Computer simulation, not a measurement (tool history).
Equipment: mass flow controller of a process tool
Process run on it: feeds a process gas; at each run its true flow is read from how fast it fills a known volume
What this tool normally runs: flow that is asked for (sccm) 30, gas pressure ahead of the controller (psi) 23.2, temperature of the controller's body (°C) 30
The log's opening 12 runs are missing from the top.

| run | hour | flow that is asked for (sccm) | gas pressure ahead of the controller (psi) | temperature of the controller's body (°C) | true flow (%) |
|---|---|---|---|---|---|
| 13 | 2280.2 | 30 | 23.2 | 30 | 99.56 |
| 14 | 2443.0 | 30 | 23.2 | 30 | 99.45 |
| 15 | 2563.6 | 30 | 23.2 | 30 | 99.52 |
| 16 | 2731.6 | 11 | 28.1 | 31 | 99.03 |
| 17 | 2911.5 | 11 | 28.1 | 31 | 99.08 |
| 18 | 3069.4 | 29 | 23.9 | 22 | 100.10 |
| 19 | 3308.7 | 75 | 32.8 | 26 | 99.45 |
| 20 | 3422.8 | 80 | 30.0 | 30 | 99.38 |
| 21 | 3579.1 | 12 | 31.3 | 26 | 99.23 |
| 22 | 3707.6 | 80 | 23.2 | 23 | 100.46 |
| 23 | 3885.3 | 14 | 22.6 | 37 | 98.82 |
| 24 | 4106.0 | 49 | 27.1 | 38 | 98.73 |
| 25 | 4302.3 | 49 | 22.6 | 38 | 98.99 |
| 26 | 4448.4 | 30 | 24.4 | 32 | 99.22 |
| 27 | 4647.6 | 30 | 24.4 | 32 | 99.26 |
| 28 | 4756.0 | 20 | 33.5 | 35 | 98.52 |
| 29 | 4914.6 | 20 | 33.5 | 35 | 98.46 |
| 30 | 5146.1 | 66 | 24.2 | 21 | 100.45 |

Each row is a separate what-if for the run after 30, all from the same tool condition, not one after another. Results?
| A | 5380.0 | 27 | 24.2 | 22 | ? |
| B | 5380.0 | 66 | 21.9 | 24 | ? |
| C | 5380.0 | 32 | 24.2 | 21 | ? |
| D | 5380.0 | 23 | 26.1 | 38 | ? |
| E | 5380.0 | 22 | 23.2 | 30 | ? |

| run | true flow (%) |
|---|---|
| A | 100.17 |
| B | 100.27 |
| C | 100.35 |
| D | 98.61 |
| E | 99.49 |
Had the tool no hidden state, the same runs would have come out as:
| run | true flow (%) |
|---|---|
| A | 100.17 |
| B | 100.27 |
| C | 100.34 |
| D | 98.60 |
| E | 99.48 |

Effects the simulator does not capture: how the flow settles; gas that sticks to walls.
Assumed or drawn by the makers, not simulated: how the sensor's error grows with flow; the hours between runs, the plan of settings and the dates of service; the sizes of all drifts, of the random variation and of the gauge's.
